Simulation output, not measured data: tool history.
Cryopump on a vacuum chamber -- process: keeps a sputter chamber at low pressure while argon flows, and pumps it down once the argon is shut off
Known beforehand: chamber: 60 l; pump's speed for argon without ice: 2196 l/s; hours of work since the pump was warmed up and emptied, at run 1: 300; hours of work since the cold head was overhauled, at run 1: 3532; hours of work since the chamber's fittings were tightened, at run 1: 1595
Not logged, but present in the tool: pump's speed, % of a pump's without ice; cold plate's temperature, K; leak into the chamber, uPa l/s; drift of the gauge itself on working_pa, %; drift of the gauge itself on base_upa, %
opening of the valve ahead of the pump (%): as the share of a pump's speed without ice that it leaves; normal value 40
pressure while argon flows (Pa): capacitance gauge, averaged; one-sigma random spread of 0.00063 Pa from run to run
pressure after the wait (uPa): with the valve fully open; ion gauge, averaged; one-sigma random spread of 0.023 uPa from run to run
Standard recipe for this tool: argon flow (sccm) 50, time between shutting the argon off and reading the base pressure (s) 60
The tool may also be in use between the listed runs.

run     day  argon flow (sccm)  time between shutting the argon off and reading the base pressure (s)  opening of the valve ahead of the pump (%)  hours of work since the pump was warmed up and emptied  hours of work since the cold head was overhauled  hours of work since the chamber's fittings were tightened  pressure while argon flows (Pa)  pressure after the wait (uPa)
  1   0.000                 50                                                                     60                                          40                                                     300                                              3532                                                       1595                           0.1045                           2.16
  2   3.825                 50                                                                     60                                          40                                                     360                                              3592                                                       1655                           0.1060                           2.28
  3   7.825                 50                                                                     60                                          40                                                     423                                              3655                                                       1718                           0.1076                           2.45
  4  10.171                 50                                                                     60                                          40                                                     459                                              3692                                                       1755                           0.1084                           2.47
  5  12.633                 50                                                                     60                                          40                                                     498                                              3730                                                       1793                           0.1107                           2.60
  6  15.417                 50                                                                     60                                          40                                                     542                                              3774                                                       1837                           0.1114                           2.55
     18.225  -- pump warmed up, emptied and cooled again
  7  19.483                 50                                                                     60                                          40                                                      20                                              3835                                                       1897                           0.0985                           2.29
  8  23.567                 50                                                                     37                                          40                                                      84                                              3899                                                       1961                           0.0995                           2.71
  9  26.279                 43                                                                     60                                          40                                                     126                                              3941                                                       2004                           0.0867                           2.34
 10  31.475                 36                                                                     57                                          36                                                     208                                              4023                                                       2085                           0.0806                           2.51
     35.333  -- leaking fittings of the chamber tightened, without venting
 11  36.729                 70                                                                     60                                          25                                                     289                                              4104                                                         22                           0.2271                           0.84
 12  41.400                 74                                                                     60                                          49                                                     362                                              4177                                                         95                           0.1306                           0.85
 13  46.629                 74                                                                     60                                          49                                                     444                                              4259                                                        177                           0.1347                           0.99
 14  49.279                 52                                                                    136                                          25                                                     485                                              4300                                                        219                           0.1726                           0.64
 15  52.750                 50                                                                    184                                          30                                                     540                                              4355                                                        273                           0.1423                           0.72
 16  55.188                 50                                                                    184                                          30                                                     578                                              4393                                                        311                           0.1439                           0.78
     55.762  -- pump warmed up, emptied and cooled again
 17  58.967                 50                                                                    184                                          30                                                      50                                              4449                                                        367                           0.1311                           0.69

What would each run have given without the hidden state, its run-to-run variation left as it was?
run  pressure while argon flows (Pa)  pressure after the wait (uPa)
  1                           0.0963                           0.76
  2                           0.0964                           0.75
  3                           0.0965                           0.76
  4                           0.0963                           0.75
  5                           0.0974                           0.77
  6                           0.0969                           0.70
  7                           0.0962                           0.79
  8                           0.0960                           1.13
  9                           0.0829                           0.75
 10                           0.0762                           0.74
 11                           0.2158                           0.78
 12                           0.1161                           0.71
 13                           0.1170                           0.75
 14                           0.1592                           0.36
 15                           0.1278                           0.37
 16                           0.1281                           0.38
 17                           0.1279                           0.36
